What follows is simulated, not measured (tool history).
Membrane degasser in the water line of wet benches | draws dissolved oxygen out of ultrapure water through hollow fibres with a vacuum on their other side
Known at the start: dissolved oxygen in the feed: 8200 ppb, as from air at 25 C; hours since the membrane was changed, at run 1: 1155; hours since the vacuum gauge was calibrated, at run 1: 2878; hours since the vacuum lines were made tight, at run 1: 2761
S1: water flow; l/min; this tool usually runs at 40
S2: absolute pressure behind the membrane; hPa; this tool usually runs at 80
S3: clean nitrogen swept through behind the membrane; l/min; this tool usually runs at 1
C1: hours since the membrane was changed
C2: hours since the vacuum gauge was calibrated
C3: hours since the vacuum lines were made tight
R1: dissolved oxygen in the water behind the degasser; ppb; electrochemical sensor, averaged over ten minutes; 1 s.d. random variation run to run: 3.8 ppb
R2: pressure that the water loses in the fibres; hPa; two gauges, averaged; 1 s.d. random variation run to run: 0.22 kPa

| run | hour | S1 | S2 | S3 | C1 | C2 | C3 | R1 | R2 |
|---|---|---|---|---|---|---|---|---|---|
| 1 | 0 | 40 | 80 | 1 | 1155 | 2878 | 2761 | 393.4 | 552.3 |
| 2 | 46.6 | 40 | 80 | 2.06 | 1202 | 2925 | 2808 | 222.7 | 551.6 |
| 3 | 103.3 | 40 | 105.9 | 2.06 | 1258 | 2982 | 2864 | 328.1 | 554.5 |
| 4 | 173.7 | 40 | 105.9 | 2.06 | 1329 | 3052 | 2935 | 330.8 | 549.4 |
| 5 | 217.8 | 40 | 105.9 | 2.06 | 1373 | 3096 | 2979 | 333.1 | 552.5 |
| 6 | 283.9 | 40 | 85.9 | 1 | 1439 | 3162 | 3045 | 441.4 | 554.8 |
| 7 | 338.1 | 40 | 85.9 | 1 | 1493 | 3216 | 3099 | 438 | 553.5 |
| 8 | 422.1 | 30 | 80 | 1 | 1577 | 3300 | 3183 | 320.1 | 415 |
| 9 | 471 | 40 | 80 | 1 | 1626 | 3349 | 3232 | 397.4 | 556.2 |
| 10 | 552.2 | 40 | 80 | 1 | 1707 | 3430 | 3313 | 399.6 | 553 |
| 11 | 595.3 | 31 | 92.8 | 0.65 | 1750 | 3473 | 3356 | 547 | 428.6 |
| 12 | 682 | 31 | 92.8 | 0.65 | 1837 | 3560 | 3443 | 552.2 | 431 |
| 13 | 720.5 | 31 | 171.2 | 0.65 | 1875 | 3599 | 3482 | 1168.5 | 430.2 |
| 14 | 791.4 | 34 | 76.6 | 0.65 | 1946 | 3670 | 3552 | 456.5 | 474.6 |
| 15 | 851.2 | 40 | 48.9 | 0.79 | 2006 | 3729 | 3612 | 195.3 | 562.4 |
| 16 | 938.6 | 40 | 52 | 0.6 | 2094 | 3817 | 3700 | 273.4 | 556.1 |
| 17 | 991.6 | 57 | 69.9 | 2.42 | 2147 | 3870 | 3753 | 225 | 798.4 |
| 18 | 1028.8 | 56 | 104.1 | 1.65 | 2184 | 3907 | 3790 | 510.1 | 780.7 |
| 19 | 1105.7 | 24 | 50.6 | 1.65 | 2261 | 3984 | 3867 | 74.5 | 337.3 |

Predict each of these 4 candidate next runs independently; none follows another, all start after run 19:
|  | 1120.3 | seals of the vacuum lines changed |
| A | 1198 | 55 | 100 | 1.65 | 2351 | 4074 | 78 | ? | ? |
|  | 1120.3 | seals of the vacuum lines changed |
| B | 1198 | 24 | 192 | 0.81 | 2351 | 4074 | 78 | ? | ? |
|  | 1120.3 | seals of the vacuum lines changed |
| C | 1198 | 42 | 80 | 0.88 | 2351 | 4074 | 78 | ? | ? |
|  | 1120.3 | seals of the vacuum lines changed |
| D | 1198 | 40 | 80 | 0.84 | 2351 | 4074 | 78 | ? | ? |

| run | R1 | R2 |
|---|---|---|
| A | 495.2 | 769.6 |
| B | 926.6 | 338.1 |
| C | 454.8 | 584.1 |
| D | 460 | 560.5 |
Stripped of hidden state, with their random variation kept, the same runs would have yielded:
| run | R1 | R2 |
|---|---|---|
| A | 471 | 751.5 |
| B | 908.4 | 330.2 |
| C | 424.9 | 570.4 |
| D | 429.9 | 547.4 |
